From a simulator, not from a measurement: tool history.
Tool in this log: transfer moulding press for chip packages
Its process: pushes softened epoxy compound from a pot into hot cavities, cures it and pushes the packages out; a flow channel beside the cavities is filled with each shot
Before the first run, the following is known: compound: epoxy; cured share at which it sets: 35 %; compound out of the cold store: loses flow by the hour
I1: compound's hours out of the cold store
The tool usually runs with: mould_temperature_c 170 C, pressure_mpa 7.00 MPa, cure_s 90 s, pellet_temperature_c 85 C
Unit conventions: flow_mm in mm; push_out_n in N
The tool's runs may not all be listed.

Run 1, hour 0.0: usual settings; I1 10.9. Result: flow_mm 658 mm, push_out_n 795 N.
Run 2, hour 23.5: usual settings; I1 47.5. Result: flow_mm 543 mm, push_out_n 791 N.
At hour 43.3: cavities cleaned with cleaning compound and waxed.
Run 3, hour 53.9: usual settings; I1 40.7. Result: flow_mm 559 mm, push_out_n 533 N.
Run 4, hour 78.5: usual settings; I1 22.6. Result: flow_mm 612 mm, push_out_n 708 N.
Run 5, hour 104.1: usual settings; I1 14.5. Result: flow_mm 639 mm, push_out_n 880 N.
Run 6, hour 124.9: usual settings; I1 41.0. Result: flow_mm 555 mm, push_out_n 845 N.
At hour 129.4: cavities cleaned with cleaning compound and waxed.
Run 7, hour 143.4: usual settings but pellet_temperature_c 77 C; I1 44.9. Result: flow_mm 543 mm, push_out_n 564 N.
Run 8, hour 157.9: usual settings; I1 18.5. Result: flow_mm 621 mm, push_out_n 689 N.
Run 9, hour 177.3: usual settings; I1 22.5. Result: flow_mm 607 mm, push_out_n 763 N.
Run 10, hour 204.6: usual settings but pressure_mpa 6.16 MPa; I1 44.9. Result: flow_mm 506 mm, push_out_n 824 N.
At hour 216.1: cavities cleaned with cleaning compound and waxed.
Run 11, hour 225.3: usual settings but mould_temperature_c 165 C; I1 33.4. Result: flow_mm 584 mm, push_out_n 776 N.
Run 12, hour 255.4: usual settings; I1 24.9. Result: flow_mm 600 mm, push_out_n 747 N.
At hour 262.2: plunger's sealing rings changed.
Run 13, hour 289.1: usual settings but cure_s 82 s; I1 14.1. Result: flow_mm 645 mm, push_out_n 1136 N.
At hour 304.2: cavities cleaned with cleaning compound and waxed.
Run 14, hour 322.4: usual settings but cure_s 80 s; I1 20.0. Result: flow_mm 625 mm, push_out_n 844 N.
Run 15, hour 354.1: usual settings but cure_s 80 s; I1 23.9. Result: flow_mm 612 mm, push_out_n 1095 N.
Run 16, hour 375.6: usual settings but mould_temperature_c 167 C, cure_s 80 s; I1 31.7. Result: flow_mm 589 mm, push_out_n 1376 N.
At hour 390.9: cavities cleaned with cleaning compound and waxed.
Run 17, hour 391.0: usual settings but mould_temperature_c 163 C, cure_s 98 s; I1 22.8. Result: flow_mm 630 mm, push_out_n 659 N.
Run 18, hour 406.4: usual settings but mould_temperature_c 163 C, cure_s 113 s; I1 36.7. Result: flow_mm 585 mm, push_out_n 570 N.
Run 19, hour 426.1: usual settings but mould_temperature_c 171 C, pressure_mpa 8.46 MPa, cure_s 111 s, pellet_temperature_c 88 C; I1 44.6. Result: flow_mm 595 mm, push_out_n 490 N.
Run 20, hour 446.6: usual settings but mould_temperature_c 178 C, pressure_mpa 6.53 MPa, cure_s 125 s, pellet_temperature_c 88 C; I1 21.2. Result: flow_mm 575 mm, push_out_n 508 N.
Run 21, hour 472.4: usual settings but mould_temperature_c 178 C, pressure_mpa 6.53 MPa, cure_s 125 s, pellet_temperature_c 88 C; I1 34.4. Result: flow_mm 536 mm, push_out_n 524 N.
At hour 478.1: cavities cleaned with cleaning compound and waxed.
Run 22, hour 502.9: usual settings but mould_temperature_c 178 C, pressure_mpa 6.53 MPa, cure_s 125 s, pellet_temperature_c 88 C; I1 24.2. Result: flow_mm 562 mm, push_out_n 412 N.
Run 23, hour 527.0: usual settings but pellet_temperature_c 77 C; I1 11.1. Result: flow_mm 644 mm, push_out_n 873 N.
At hour 546.4: plunger's sealing rings changed.
Run 24, hour 549.6: usual settings but cure_s 129 s, pellet_temperature_c 77 C; I1 8.7. Result: flow_mm 668 mm, push_out_n 568 N.
At hour 565.7: cavities cleaned with cleaning compound and waxed.
Run 25, hour 582.4: usual settings but cure_s 129 s, pellet_temperature_c 77 C; I1 27.1. Result: flow_mm 606 mm, push_out_n 383 N.
Run 26, hour 605.2: usual settings but cure_s 129 s, pellet_temperature_c 77 C; I1 16.9. Result: flow_mm 637 mm, push_out_n 470 N.
Run 27, hour 633.5: usual settings but mould_temperature_c 175 C, cure_s 108 s, pellet_temperature_c 90 C; I1 9.0. Result: flow_mm 649 mm, push_out_n 560 N.
At hour 652.7: cavities cleaned with cleaning compound and waxed.
Run 28, hour 660.0: usual settings but mould_temperature_c 175 C, cure_s 108 s, pellet_temperature_c 90 C; I1 19.0. Result: flow_mm 612 mm, push_out_n 334 N.

Consider 3 possible next runs. They are alternatives, not a sequence: every one starts from the tool as it was left by run 28. What does each give?
Run A, hour 684.2: usual settings but mould_temperature_c 166 C, pressure_mpa 7.31 MPa, cure_s 108 s, pellet_temperature_c 89 C; I1 34.6. Result: flow_mm ?, push_out_n ?.
Run B, hour 684.2: usual settings but mould_temperature_c 166 C, cure_s 71 s, pellet_temperature_c 81 C; I1 39.6. Result: flow_mm ?, push_out_n ?.
Run C, hour 684.2: usual settings but mould_temperature_c 175 C, pressure_mpa 6.07 MPa, cure_s 108 s, pellet_temperature_c 90 C; I1 33.1. Result: flow_mm ?, push_out_n ?.

run  flow_mm  push_out_n
  A      596         630
  B      569        1543
  C      531         449
Without the tool's hidden state the same runs would have given:
run  flow_mm  push_out_n
  A      603         388
  B      575         950
  C      537         285
